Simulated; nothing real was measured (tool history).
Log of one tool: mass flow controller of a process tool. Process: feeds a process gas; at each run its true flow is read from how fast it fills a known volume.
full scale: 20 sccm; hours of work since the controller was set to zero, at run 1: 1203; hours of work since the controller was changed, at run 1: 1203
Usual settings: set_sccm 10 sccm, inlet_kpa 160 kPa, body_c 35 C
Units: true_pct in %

| run | hour | set_sccm | inlet_kpa | body_c | hours of work since the controller was set to zero | hours of work since the controller was changed | true_pct |
|---|---|---|---|---|---|---|---|
| 1 | 0.0 | 10 | 160 | 35 | 1203 | 1203 | 99.39 |
| 2 | 100.7 | 10 | 160 | 35 | 1257 | 1257 | 99.34 |
| 3 | 202.1 | 10 | 160 | 35 | 1311 | 1311 | 99.46 |
| 4 | 269.7 | 10 | 160 | 35 | 1347 | 1347 | 99.25 |
| 5 | 368.5 | 10 | 160 | 35 | 1400 | 1400 | 99.25 |
| 6 | 473.5 | 10 | 160 | 35 | 1456 | 1456 | 99.47 |
| 7 | 531.1 | 10 | 160 | 29 | 1487 | 1487 | 98.67 |
| 8 | 614.1 | 10 | 160 | 29 | 1532 | 1532 | 98.75 |
| 9 | 718.9 | 10 | 205 | 35 | 1588 | 1588 | 99.55 |
| 10 | 811.3 | 10 | 205 | 35 | 1638 | 1638 | 99.50 |
| 11 | 868.8 | 10 | 205 | 35 | 1668 | 1668 | 99.62 |
| 12 | 974.6 | 10 | 160 | 35 | 1725 | 1725 | 99.15 |
| 13 | 1022.4 | 10 | 160 | 35 | 1751 | 1751 | 99.06 |
| 14 | 1126.6 | 10 | 181 | 35 | 1807 | 1807 | 99.27 |
| 15 | 1209.2 | 10 | 181 | 35 | 1851 | 1851 | 99.22 |
| 16 | 1298.8 | 10 | 160 | 35 | 1899 | 1899 | 99.02 |
| 17 | 1397.0 | 10 | 160 | 35 | 1952 | 1952 | 99.01 |
| 18 | 1490.3 | 10 | 160 | 35 | 2002 | 2002 | 99.01 |
| 19 | 1553.5 | 10 | 160 | 35 | 2035 | 2035 | 98.99 |
| 20 | 1616.8 | 10 | 160 | 23 | 2069 | 2069 | 97.86 |
| 21 | 1677.2 | 12 | 160 | 35 | 2102 | 2102 | 99.12 |
| 22 | 1770.4 | 12 | 160 | 35 | 2152 | 2152 | 99.23 |
| 23 | 1856.8 | 12 | 160 | 35 | 2198 | 2198 | 99.04 |
| 24 | 1955.3 | 12 | 160 | 39 | 2251 | 2251 | 99.47 |
| 25 | 2020.2 | 12 | 160 | 39 | 2286 | 2286 | 99.57 |
| 26 | 2068.6 | 12 | 160 | 39 | 2312 | 2312 | 99.45 |
| 27 | 2177.0 | 12 | 160 | 39 | 2370 | 2370 | 99.44 |
| 28 | 2280.0 | 16 | 172 | 22 | 2425 | 2425 | 98.26 |
| 29 | 2391.1 | 16 | 244 | 38 | 2484 | 2484 | 100.20 |
| 30 | 2457.4 | 10 | 263 | 37 | 2520 | 2520 | 99.65 |
| 31 | 2504.9 | 10 | 144 | 32 | 2546 | 2546 | 98.28 |
| 32 | 2585.9 | 10 | 144 | 32 | 2589 | 2589 | 98.29 |
| 33 | 2682.4 | 10 | 144 | 32 | 2641 | 2641 | 98.34 |
| 34 | 2775.5 | 10 | 233 | 25 | 2691 | 2691 | 98.26 |
|  | 2784.4 | controller's zero set anew |
| 35 | 2859.2 | 10 | 229 | 30 | 40 | 2735 | 98.54 |
| 36 | 2913.2 | 10 | 229 | 30 | 69 | 2764 | 98.54 |
|  | 2971.3 | controller's zero set anew, once more |
| 37 | 2986.1 | 3 | 229 | 30 | 8 | 2803 | 98.44 |
| 38 | 3045.3 | 3 | 229 | 30 | 40 | 2835 | 98.47 |
| 39 | 3114.8 | 6 | 164 | 26 | 77 | 2872 | 97.87 |
| 40 | 3186.7 | 6 | 164 | 26 | 115 | 2910 | 97.79 |
| 41 | 3241.0 | 6 | 164 | 26 | 145 | 2940 | 97.81 |
| 42 | 3330.3 | 8 | 164 | 26 | 192 | 2987 | 98.06 |
| 43 | 3399.2 | 17 | 231 | 29 | 229 | 3024 | 99.36 |
| 44 | 3451.5 | 3 | 160 | 32 | 257 | 3052 | 98.00 |
| 45 | 3535.7 | 15 | 257 | 32 | 303 | 3098 | 99.71 |
| 46 | 3612.4 | 15 | 159 | 32 | 344 | 3139 | 98.93 |
| 47 | 3678.6 | 15 | 170 | 22 | 379 | 3174 | 98.08 |
| 48 | 3733.5 | 15 | 165 | 35 | 409 | 3204 | 99.27 |

The same runs without the tool's hidden state, with the same run-to-run variation:
The hidden state here: flow at rest that the sensor doesn't see, % of full scale; true flow over the shown one, %; drift of the gauge itself on true_pct, %.
| run | true_pct |
|---|---|
| 1 | 100.07 |
| 2 | 100.05 |
| 3 | 100.19 |
| 4 | 100.00 |
| 5 | 100.02 |
| 6 | 100.27 |
| 7 | 99.49 |
| 8 | 99.58 |
| 9 | 100.41 |
| 10 | 100.39 |
| 11 | 100.52 |
| 12 | 100.07 |
| 13 | 100.00 |
| 14 | 100.23 |
| 15 | 100.20 |
| 16 | 100.02 |
| 17 | 100.04 |
| 18 | 100.06 |
| 19 | 100.06 |
| 20 | 98.94 |
| 21 | 100.15 |
| 22 | 100.29 |
| 23 | 100.12 |
| 24 | 100.57 |
| 25 | 100.69 |
| 26 | 100.57 |
| 27 | 100.59 |
| 28 | 99.34 |
| 29 | 101.31 |
| 30 | 100.94 |
| 31 | 99.58 |
| 32 | 99.61 |
| 33 | 99.68 |
| 34 | 99.63 |
| 35 | 100.02 |
| 36 | 100.04 |
| 37 | 99.64 |
| 38 | 99.70 |
| 39 | 98.98 |
| 40 | 98.92 |
| 41 | 98.95 |
| 42 | 99.19 |
| 43 | 100.43 |
| 44 | 99.41 |
| 45 | 100.82 |
| 46 | 100.05 |
| 47 | 99.22 |
| 48 | 100.42 |
